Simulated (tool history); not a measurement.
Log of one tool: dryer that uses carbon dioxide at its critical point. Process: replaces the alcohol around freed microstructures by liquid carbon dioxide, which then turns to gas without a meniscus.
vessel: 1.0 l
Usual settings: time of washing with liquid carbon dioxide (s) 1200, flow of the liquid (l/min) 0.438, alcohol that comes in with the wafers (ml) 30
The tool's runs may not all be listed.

run   hour  time of washing with liquid carbon dioxide (s)  flow of the liquid (l/min)  alcohol that comes in with the wafers (ml)  alcohol left in the vessel before it's heated (ppm by volume)
  1    0.0                                            1200                       0.438                                          30                                                             92
  2   32.3                                            1200                       0.438                                          30                                                             98
  3   59.8                                            1200                       0.438                                          30                                                            100
  4   92.8                                            1200                       0.438                                          30                                                            109
  5  125.4                                            1200                       0.438                                          30                                                            105
  6  143.4                                            1200                       0.438                                          74                                                            171
  7  160.9                                            1200                       0.438                                          74                                                            171
  8  190.7                                            1200                       0.603                                          30                                                             91
  9  223.6                                            1200                       0.603                                          30                                                             97
 10  254.5                                            1200                       0.438                                          30                                                            135
 11  272.1                                            1200                       0.438                                          30                                                            133
 12  297.1                                            1200                       0.438                                          30                                                            142
 13  323.4                                            1020                       0.582                                          41                                                            116
 14  353.4                                            1440                       0.298                                          66                                                            460
     362.0  -- inlet filter changed
 15  384.8                                            1380                       0.298                                          32                                                            217
 16  402.6                                            1200                       0.405                                          46                                                            163
 17  424.8                                            1200                       0.405                                          62                                                            185
 18  449.3                                            1200                       0.405                                          62                                                            204
 19  488.2                                            1080                       0.389                                         100                                                            444
 20  525.4                                            1080                       0.389                                         100                                                            457
 21  556.5                                            1680                       0.329                                         104                                                            187
 22  577.1                                            1020                       0.267                                          26                                                            834
 23  602.0                                            1020                       0.351                                          26                                                            356
 24  630.3                                            1020                       0.351                                          26                                                            339

The same runs without the tool's hidden state, with the same run-to-run variation:
The hidden state here: flow that reaches the vessel past the clogged filter, %; alcohol in the recycled carbon dioxide, ppm; drift of the gauge itself on alcohol_ppm, %.
run  alcohol left in the vessel before it's heated (ppm by volume)
  1                                                             23
  2                                                             24
  3                                                             22
  4                                                             28
  5                                                             19
  6                                                             57
  7                                                             52
  8                                                             15
  9                                                             14
 10                                                             30
 11                                                             26
 12                                                             32
 13                                                             10
 14                                                            199
 15                                                            118
 16                                                             62
 17                                                             80
 18                                                             92
 19                                                            304
 20                                                            300
 21                                                             61
 22                                                            641
 23                                                            201
 24                                                            185

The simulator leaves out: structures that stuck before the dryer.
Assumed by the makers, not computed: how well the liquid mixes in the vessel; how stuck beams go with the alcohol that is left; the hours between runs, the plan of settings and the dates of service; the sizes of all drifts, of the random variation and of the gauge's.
